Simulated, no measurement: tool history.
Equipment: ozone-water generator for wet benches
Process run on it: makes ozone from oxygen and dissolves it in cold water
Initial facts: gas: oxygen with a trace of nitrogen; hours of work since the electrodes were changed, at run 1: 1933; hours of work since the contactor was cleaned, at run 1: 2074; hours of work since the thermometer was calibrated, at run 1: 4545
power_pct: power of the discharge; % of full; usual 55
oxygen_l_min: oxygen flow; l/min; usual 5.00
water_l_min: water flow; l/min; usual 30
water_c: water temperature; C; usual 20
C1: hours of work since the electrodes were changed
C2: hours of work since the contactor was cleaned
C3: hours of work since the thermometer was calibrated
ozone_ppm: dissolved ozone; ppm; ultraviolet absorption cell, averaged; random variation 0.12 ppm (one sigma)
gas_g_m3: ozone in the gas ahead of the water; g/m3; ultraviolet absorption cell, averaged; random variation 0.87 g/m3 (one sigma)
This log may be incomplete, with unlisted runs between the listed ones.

Run 1, hour 0.0: usual settings; C1 1933; C2 2074; C3 4545. Result: ozone_ppm 10.1 ppm, gas_g_m3 133.9 g/m3.
Run 2, hour 92.9: usual settings; C1 2015; C2 2156; C3 4627. Result: ozone_ppm 10.2 ppm, gas_g_m3 132.9 g/m3.
Run 3, hour 176.5: usual settings; C1 2089; C2 2230; C3 4701. Result: ozone_ppm 10.0 ppm, gas_g_m3 132.9 g/m3.
Run 4, hour 262.9: usual settings but water_c 17 C; C1 2165; C2 2307; C3 4778. Result: ozone_ppm 10.2 ppm, gas_g_m3 133.2 g/m3.
Run 5, hour 329.6: usual settings; C1 2224; C2 2366; C3 4837. Result: ozone_ppm 9.7 ppm, gas_g_m3 133.6 g/m3.
Run 6, hour 425.9: usual settings; C1 2310; C2 2451; C3 4922. Result: ozone_ppm 9.9 ppm, gas_g_m3 133.8 g/m3.
Run 7, hour 476.5: usual settings but water_c 15 C; C1 2354; C2 2496; C3 4967. Result: ozone_ppm 10.4 ppm, gas_g_m3 132.8 g/m3.
Run 8, hour 560.2: usual settings but water_c 15 C; C1 2428; C2 2570; C3 5041. Result: ozone_ppm 10.5 ppm, gas_g_m3 132.6 g/m3.
Run 9, hour 638.1: usual settings but oxygen_l_min 3.36 l/min; C1 2497; C2 2639; C3 5109. Result: ozone_ppm 9.8 ppm, gas_g_m3 172.0 g/m3.
Run 10, hour 729.7: usual settings but water_l_min 47 l/min; C1 2578; C2 2720; C3 5190. Result: ozone_ppm 6.6 ppm, gas_g_m3 132.1 g/m3.
Run 11, hour 812.3: usual settings but water_l_min 47 l/min; C1 2651; C2 2793; C3 5263. Result: ozone_ppm 6.4 ppm, gas_g_m3 131.6 g/m3.
Run 12, hour 912.5: usual settings but oxygen_l_min 4.85 l/min; C1 2740; C2 2881; C3 5352. Result: ozone_ppm 9.8 ppm, gas_g_m3 131.5 g/m3.
Run 13, hour 969.0: usual settings but oxygen_l_min 4.85 l/min; C1 2790; C2 2931; C3 5402. Result: ozone_ppm 9.9 ppm, gas_g_m3 131.7 g/m3.
Run 14, hour 1033.5: usual settings; C1 2847; C2 2988; C3 5459. Result: ozone_ppm 9.7 ppm, gas_g_m3 130.5 g/m3.
At hour 1043.1: water thermometer calibrated.
Run 15, hour 1112.0: usual settings; C1 2916; C2 3057; C3 61. Result: ozone_ppm 9.8 ppm, gas_g_m3 129.9 g/m3.
Run 16, hour 1165.9: usual settings but oxygen_l_min 2.82 l/min; C1 2964; C2 3105; C3 109. Result: ozone_ppm 9.3 ppm, gas_g_m3 187.2 g/m3.
Run 17, hour 1243.8: usual settings but power_pct 88 % of full, oxygen_l_min 2.86 l/min, water_c 26 C; C1 3032; C2 3174; C3 178. Result: ozone_ppm 11.4 ppm, gas_g_m3 234.5 g/m3.
Run 18, hour 1321.0: usual settings but power_pct 46 % of full, oxygen_l_min 3.44 l/min, water_l_min 47 l/min, water_c 17 C; C1 3101; C2 3242; C3 246. Result: ozone_ppm 5.7 ppm, gas_g_m3 149.1 g/m3.
Run 19, hour 1366.7: usual settings but power_pct 46 % of full, oxygen_l_min 3.44 l/min, water_l_min 47 l/min, water_c 17 C; C1 3141; C2 3282; C3 286. Result: ozone_ppm 5.6 ppm, gas_g_m3 150.0 g/m3.
At hour 1410.9: water thermometer calibrated, once more.
Run 20, hour 1430.0: usual settings but power_pct 46 % of full, oxygen_l_min 5.98 l/min, water_l_min 22 l/min, water_c 17 C; C1 3197; C2 3338; C3 17. Result: ozone_ppm 11.5 ppm, gas_g_m3 105.3 g/m3.
Run 21, hour 1509.5: usual settings but power_pct 78 % of full, oxygen_l_min 2.73 l/min, water_l_min 22 l/min, water_c 23 C; C1 3267; C2 3408; C3 87. Result: ozone_ppm 14.4 ppm, gas_g_m3 228.0 g/m3.
Run 22, hour 1555.7: usual settings but power_pct 78 % of full, oxygen_l_min 5.62 l/min, water_l_min 29 l/min, water_c 23 C; C1 3308; C2 3449; C3 128. Result: ozone_ppm 11.1 ppm, gas_g_m3 142.6 g/m3.
Run 23, hour 1626.2: usual settings but power_pct 43 % of full, oxygen_l_min 6.80 l/min; C1 3370; C2 3511; C3 190. Result: ozone_ppm 8.2 ppm, gas_g_m3 92.4 g/m3.
Run 24, hour 1682.4: usual settings but power_pct 81 % of full; C1 3420; C2 3561; C3 240. Result: ozone_ppm 11.6 ppm, gas_g_m3 157.0 g/m3.
Run 25, hour 1734.4: usual settings but water_c 17 C; C1 3466; C2 3607; C3 286. Result: ozone_ppm 9.8 ppm, gas_g_m3 127.1 g/m3.
Run 26, hour 1823.3: usual settings but oxygen_l_min 3.43 l/min, water_l_min 42 l/min, water_c 23 C; C1 3544; C2 3686; C3 365. Result: ozone_ppm 6.5 ppm, gas_g_m3 163.0 g/m3.
Run 27, hour 1919.6: usual settings but oxygen_l_min 3.43 l/min, water_l_min 42 l/min, water_c 23 C; C1 3630; C2 3771; C3 450. Result: ozone_ppm 6.6 ppm, gas_g_m3 161.5 g/m3.
Run 28, hour 1967.4: usual settings but oxygen_l_min 6.16 l/min, water_c 18 C; C1 3672; C2 3813; C3 492. Result: ozone_ppm 9.5 ppm, gas_g_m3 113.1 g/m3.
Run 29, hour 2067.1: usual settings but oxygen_l_min 6.16 l/min, water_l_min 27 l/min, water_c 17 C; C1 3760; C2 3901; C3 580. Result: ozone_ppm 10.7 ppm, gas_g_m3 111.3 g/m3.
Run 30, hour 2150.5: usual settings but oxygen_l_min 6.16 l/min, water_l_min 27 l/min, water_c 17 C; C1 3834; C2 3975; C3 654. Result: ozone_ppm 10.8 ppm, gas_g_m3 111.0 g/m3.
At hour 2160.5: contactor cleaned.
Run 31, hour 2238.0: usual settings but power_pct 70 % of full, oxygen_l_min 2.62 l/min, water_l_min 18 l/min, water_c 26 C; C1 3908; C2 69; C3 728. Result: ozone_ppm 15.6 ppm, gas_g_m3 215.5 g/m3.
Run 32, hour 2333.7: usual settings but power_pct 70 % of full, oxygen_l_min 4.10 l/min, water_l_min 23 l/min, water_c 12 C; C1 3992; C2 153; C3 812. Result: ozone_ppm 14.8 ppm, gas_g_m3 160.2 g/m3.

The logged runs with the hidden state left out (each run's random variation unchanged):
Hidden state at play: yield of the discharge, % of new electrodes'; contactor's efficiency, % of a clean one's; true water temperature over the reading, C; drift of the gauge itself on ozone_ppm, %; drift of the gauge itself on gas_g_m3, %.
run  ozone_ppm  gas_g_m3
  1       10.8     140.9
  2       10.9     140.3
  3       10.8     140.6
  4       11.1     141.2
  5       10.5     141.9
  6       10.7     142.4
  7       11.3     141.6
  8       11.4     141.7
  9       10.7     184.2
 10        7.2     141.9
 11        7.0     141.6
 12       10.7     142.0
 13       10.9     142.4
 14       10.8     141.4
 15       10.8     140.9
 16       10.3     203.5
 17       13.0     262.0
 18        6.3     161.1
 19        6.3     162.3
 20       12.7     114.1
 21       16.5     255.4
 22       12.8     160.0
 23        9.1     100.2
 24       13.4     177.1
 25       11.1     140.4
 26        7.3     180.3
 27        7.5     179.1
 28       10.9     125.6
 29       12.2     124.1
 30       12.3     124.0
 31       17.9     245.5
 32       17.0     183.0

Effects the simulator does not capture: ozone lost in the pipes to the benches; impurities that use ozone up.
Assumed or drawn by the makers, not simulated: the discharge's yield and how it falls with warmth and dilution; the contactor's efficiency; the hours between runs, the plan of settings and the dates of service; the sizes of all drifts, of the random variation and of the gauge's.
